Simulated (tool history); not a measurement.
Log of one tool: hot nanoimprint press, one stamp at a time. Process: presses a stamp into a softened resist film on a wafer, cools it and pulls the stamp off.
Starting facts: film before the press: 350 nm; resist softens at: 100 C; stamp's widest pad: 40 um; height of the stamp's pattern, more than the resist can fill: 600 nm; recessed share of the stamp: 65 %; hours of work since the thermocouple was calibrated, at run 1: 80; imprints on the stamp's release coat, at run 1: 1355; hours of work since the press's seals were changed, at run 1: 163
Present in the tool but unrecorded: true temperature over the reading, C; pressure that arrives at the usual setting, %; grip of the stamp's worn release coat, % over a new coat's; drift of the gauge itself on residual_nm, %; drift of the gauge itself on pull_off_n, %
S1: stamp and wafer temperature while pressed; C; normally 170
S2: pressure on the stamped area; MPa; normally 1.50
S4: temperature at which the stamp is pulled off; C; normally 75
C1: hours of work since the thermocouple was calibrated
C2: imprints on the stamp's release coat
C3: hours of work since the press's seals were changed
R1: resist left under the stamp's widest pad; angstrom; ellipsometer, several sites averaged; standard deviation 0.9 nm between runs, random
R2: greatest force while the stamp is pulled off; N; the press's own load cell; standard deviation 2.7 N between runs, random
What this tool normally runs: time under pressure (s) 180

run 1 hour=0.0 | S1=170 S2=1.50 time_under_pressure_(s)=180 S4=75 | C1=80 C2=1355 C3=163 | R1=1904 R2=160
run 2 hour=20.6 | S1=170 S2=1.50 time_under_pressure_(s)=180 S4=75 | C1=88 C2=1412 C3=171 | R1=1908 R2=166
run 3 hour=40.2 | S1=164 S2=1.50 time_under_pressure_(s)=180 S4=75 | C1=96 C2=1466 C3=179 | R1=2482 R2=161
run 4 hour=51.4 | S1=164 S2=1.50 time_under_pressure_(s)=180 S4=75 | C1=101 C2=1498 C3=183 | R1=2496 R2=162
run 5 hour=74.5 | S1=164 S2=1.50 time_under_pressure_(s)=180 S4=75 | C1=110 C2=1562 C3=193 | R1=2485 R2=162
run 6 hour=93.9 | S1=170 S2=1.50 time_under_pressure_(s)=180 S4=60 | C1=118 C2=1616 C3=200 | R1=1915 R2=204
run 7 hour=113.9 | S1=170 S2=1.50 time_under_pressure_(s)=180 S4=60 | C1=126 C2=1671 C3=208 | R1=1920 R2=210
run 8 hour=124.9 | S1=178 S2=1.50 time_under_pressure_(s)=180 S4=60 | C1=130 C2=1702 C3=213 | R1=1253 R2=207
run 9 hour=148.0 | S1=170 S2=1.91 time_under_pressure_(s)=207 S4=83 | C1=139 C2=1766 C3=222 | R1=1672 R2=145
run 10 hour=168.9 | S1=170 S2=1.91 time_under_pressure_(s)=207 S4=83 | C1=148 C2=1824 C3=231 | R1=1653 R2=143
run 11 hour=184.7 | S1=170 S2=2.18 time_under_pressure_(s)=180 S4=75 | C1=154 C2=1868 C3=237 | R1=1683 R2=165
run 12 hour=197.4 | S1=170 S2=1.50 time_under_pressure_(s)=125 S4=75 | C1=159 C2=1903 C3=242 | R1=2196 R2=169
run 13 hour=210.5 | S1=178 S2=1.38 time_under_pressure_(s)=313 S4=74 | C1=165 C2=1940 C3=247 | R1=1050 R2=173
run 14 hour=232.4 | S1=170 S2=1.50 time_under_pressure_(s)=186 S4=61 | C1=173 C2=2000 C3=256 | R1=1919 R2=216
run 15 hour=254.2 | S1=171 S2=2.13 time_under_pressure_(s)=180 S4=75 | C1=182 C2=2061 C3=265 | R1=1597 R2=175

Branching from run 15: 3 alternative next runs. What would each branch give?
run A hour=268.2 | S1=170 S2=1.50 time_under_pressure_(s)=180 S4=77 | C1=188 C2=2100 C3=271 | R1=? R2=?
run B hour=268.2 | S1=170 S2=1.50 time_under_pressure_(s)=180 S4=65 | C1=188 C2=2100 C3=271 | R1=? R2=?
run C hour=268.2 | S1=170 S2=2.25 time_under_pressure_(s)=180 S4=78 | C1=188 C2=2100 C3=271 | R1=? R2=?

run=A R1=1940 R2=168
run=B R1=1937 R2=203
run=C R1=1673 R2=170
The same runs, with their run-to-run variation unchanged, on a tool lacking any hidden condition would have given:
run=A R1=1860 R2=117
run=B R1=1858 R2=142
run=C R1=1592 R2=119
